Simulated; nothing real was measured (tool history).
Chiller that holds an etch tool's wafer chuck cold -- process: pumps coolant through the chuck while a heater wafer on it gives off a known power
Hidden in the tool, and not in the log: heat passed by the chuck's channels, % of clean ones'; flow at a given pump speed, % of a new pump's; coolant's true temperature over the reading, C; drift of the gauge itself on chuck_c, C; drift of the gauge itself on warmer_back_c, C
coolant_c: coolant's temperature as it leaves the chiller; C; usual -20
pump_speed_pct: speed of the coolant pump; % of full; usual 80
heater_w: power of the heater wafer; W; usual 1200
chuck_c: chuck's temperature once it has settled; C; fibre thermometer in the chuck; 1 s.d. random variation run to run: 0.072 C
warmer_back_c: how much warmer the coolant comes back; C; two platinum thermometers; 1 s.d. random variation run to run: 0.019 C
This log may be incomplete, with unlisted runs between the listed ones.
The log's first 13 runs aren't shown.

run	hour	coolant_c	pump_speed_pct	heater_w	hours since the coolant was changed and the channels were flushed	hours since the pump was overhauled	hours since the chiller's thermometer was calibrated	chuck_c	warmer_back_c
14	1683.1	-27	80	1200	2939	1826	4944	-17.36	2.87
15	1834.6	-27	80	1200	3090	1977	5096	-17.35	2.90
16	1929.9	-20	80	1200	3186	2073	5191	-10.49	2.87
17	2018.2	-14	79	1200	3274	2161	5280	-4.10	2.93
18	2197.0	-13	80	1200	3453	2340	5458	-3.39	2.89
# hour 2244.8: chiller's thermometer calibrated
19	2296.5	-13	92	1200	3551	2438	52	-4.39	2.45
20	2375.9	-13	92	1200	3631	2518	131	-4.50	2.47
21	2572.0	-27	80	1200	3827	2714	327	-17.41	2.91
22	2667.3	-18	80	763	3922	2809	422	-11.90	1.85
23	2843.3	-18	80	763	4098	2985	599	-11.79	1.84
# hour 2953.4: coolant changed, channels flushed
24	3015.1	-20	63	1200	62	3151	764	-8.18	3.79
25	3142.8	-28	80	986	189	3278	892	-20.18	2.34
26	3285.9	-28	80	986	333	3421	1035	-20.26	2.37
27	3414.3	-28	80	986	461	3550	1164	-20.16	2.34
28	3559.0	-15	100	623	606	3695	1308	-10.91	1.16
29	3660.4	-22	68	623	707	3796	1410	-16.35	1.82
30	3764.6	-20	61	1200	811	3900	1514	-7.83	3.91
31	3916.3	-15	82	1200	963	4052	1665	-5.69	2.82
32	4055.6	-21	80	767	1102	4191	1805	-14.88	1.86

Consider 4 possible next runs. They are alternatives, not a sequence: every one starts from the tool as it was left by run 32. What does each give?
A	4165.5	-18	61	643	1212	4301	1915	?	?
B	4165.5	-23	80	1200	1212	4301	1915	?	?
C	4165.5	-12	80	766	1212	4301	1915	?	?
D	4165.5	-13	89	767	1212	4301	1915	?	?

run	chuck_c	warmer_back_c
A	-11.52	2.08
B	-13.36	2.83
C	-5.89	1.83
D	-7.40	1.65
With no hidden state in the tool, these same runs would have given:
run	chuck_c	warmer_back_c
A	-11.54	2.07
B	-13.39	2.83
C	-5.91	1.83
D	-7.42	1.64

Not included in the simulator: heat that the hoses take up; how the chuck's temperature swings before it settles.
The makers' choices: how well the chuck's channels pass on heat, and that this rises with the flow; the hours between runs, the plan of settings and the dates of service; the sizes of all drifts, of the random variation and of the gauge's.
